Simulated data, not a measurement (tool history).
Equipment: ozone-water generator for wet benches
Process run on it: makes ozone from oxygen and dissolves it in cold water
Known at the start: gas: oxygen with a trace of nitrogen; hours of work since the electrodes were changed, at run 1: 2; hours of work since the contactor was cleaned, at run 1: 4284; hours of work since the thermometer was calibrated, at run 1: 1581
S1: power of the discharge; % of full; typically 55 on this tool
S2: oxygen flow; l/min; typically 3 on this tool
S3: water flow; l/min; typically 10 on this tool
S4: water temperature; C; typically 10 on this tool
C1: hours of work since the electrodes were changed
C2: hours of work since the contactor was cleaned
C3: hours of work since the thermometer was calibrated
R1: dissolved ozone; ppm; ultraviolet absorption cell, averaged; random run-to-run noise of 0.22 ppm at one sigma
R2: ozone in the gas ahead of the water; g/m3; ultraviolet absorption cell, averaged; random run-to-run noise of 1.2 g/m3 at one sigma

run 1 day=0 | S1=55 S2=3 S3=10 S4=10 | C1=2 C2=4284 C3=1581 | R1=31.1 R2=222.2
run 2 day=0.95 | S1=74 S2=3 S3=10 S4=10 | C1=16 C2=4298 C3=1595 | R1=39.6 R2=282.7
run 3 day=2.262 | S1=74 S2=3 S3=10 S4=10 | C1=35 C2=4318 C3=1614 | R1=39.5 R2=283.1
run 4 day=3.75 | S1=55 S2=3 S3=12 S4=10 | C1=57 C2=4340 C3=1636 | R1=26.6 R2=219.2
run 5 day=5.721 | S1=90 S2=3 S3=10 S4=10 | C1=86 C2=4369 C3=1665 | R1=47.2 R2=333.1
run 6 day=7.588 | S1=48 S2=3 S3=10 S4=10 | C1=114 C2=4396 C3=1693 | R1=27.3 R2=196.7
run 7 day=9.633 | S1=55 S2=3 S3=10 S4=10 | C1=144 C2=4426 C3=1723 | R1=30.7 R2=218.8
run 8 day=10.917 | S1=55 S2=3 S3=10 S4=10 | C1=163 C2=4445 C3=1742 | R1=30.7 R2=220.2
run 9 day=11.804 | S1=55 S2=3 S3=13 S4=10 | C1=176 C2=4458 C3=1755 | R1=25 R2=220.5
run 10 day=13.638 | S1=55 S2=3 S3=10 S4=15 | C1=203 C2=4486 C3=1782 | R1=28.7 R2=220.9
run 11 day=15.012 | S1=55 S2=3 S3=10 S4=15 | C1=223 C2=4506 C3=1802 | R1=28.2 R2=219.8
run 12 day=16.296 | S1=55 S2=3 S3=10 S4=15 | C1=242 C2=4525 C3=1821 | R1=28.8 R2=219.8
run 13 day=18.058 | S1=55 S2=3.27 S3=10 S4=15 | C1=268 C2=4551 C3=1847 | R1=29.1 R2=214.2
run 14 day=19.954 | S1=55 S2=3 S3=10 S4=11 | C1=296 C2=4579 C3=1875 | R1=30.5 R2=221
run 15 day=21.158 | S1=55 S2=3 S3=10 S4=11 | C1=314 C2=4597 C3=1893 | R1=30.3 R2=220.8
run 16 day=23 | S1=55 S2=3 S3=10 S4=11 | C1=341 C2=4624 C3=1920 | R1=30.5 R2=220.3
run 17 day=24.567 | S1=55 S2=2.62 S3=10 S4=10 | C1=364 C2=4647 C3=1943 | R1=29.8 R2=228.2
run 18 day=26.192 | S1=43 S2=2.85 S3=10 S4=17 | C1=388 C2=4671 C3=1967 | R1=22.2 R2=182.4
run 19 day=27.104 | S1=55 S2=3.23 S3=7 S4=10 | C1=401 C2=4684 C3=1981 | R1=39.3 R2=214.3
run 20 day=28.5 | S1=76 S2=2.71 S3=13 S4=12 | C1=422 C2=4705 C3=2002 | R1=31.2 R2=299.5
run 21 day=30.271 | S1=66 S2=1.79 S3=10 S4=10 | C1=448 C2=4731 C3=2028 | R1=30.5 R2=303.5
run 22 day=31.783 | S1=96 S2=1.51 S3=9 S4=14 | C1=471 C2=4753 C3=2050 | R1=41.1 R2=438.9
run 23 day=33.329 | S1=55 S2=3 S3=8 S4=10 | C1=493 C2=4776 C3=2073 | R1=35.9 R2=220.2
run 24 day=34.762 | S1=55 S2=3 S3=12 S4=12 | C1=514 C2=4797 C3=2094 | R1=26.1 R2=219
run 25 day=36.638 | S1=54 S2=2.3 S3=13 S4=17 | C1=542 C2=4825 C3=2122 | R1=20.8 R2=235.8
run 26 day=38.633 | S1=54 S2=2.3 S3=11 S4=17 | C1=572 C2=4854 C3=2151 | R1=23.9 R2=235.5
run 27 day=40.083 | S1=73 S2=2.76 S3=8 S4=17 | C1=593 C2=4876 C3=2172 | R1=39.3 R2=286.6
run 28 day=40.962 | S1=55 S2=2.24 S3=15 S4=10 | C1=606 C2=4889 C3=2185 | R1=19.8 R2=242.1

Expected results for the next run?
run 29 day=42.829 | S1=55 S2=2.24 S3=15 S4=10 | C1=633 C2=4916 C3=2213 | R1=? R2=?

{"run 29": {"R1": 20, "R2": 242.4}}
Were there no unlogged condition in the tool, this run, its random variation unchanged, would have produced R1 21.4 ppm, R2 246.1 g/m3.

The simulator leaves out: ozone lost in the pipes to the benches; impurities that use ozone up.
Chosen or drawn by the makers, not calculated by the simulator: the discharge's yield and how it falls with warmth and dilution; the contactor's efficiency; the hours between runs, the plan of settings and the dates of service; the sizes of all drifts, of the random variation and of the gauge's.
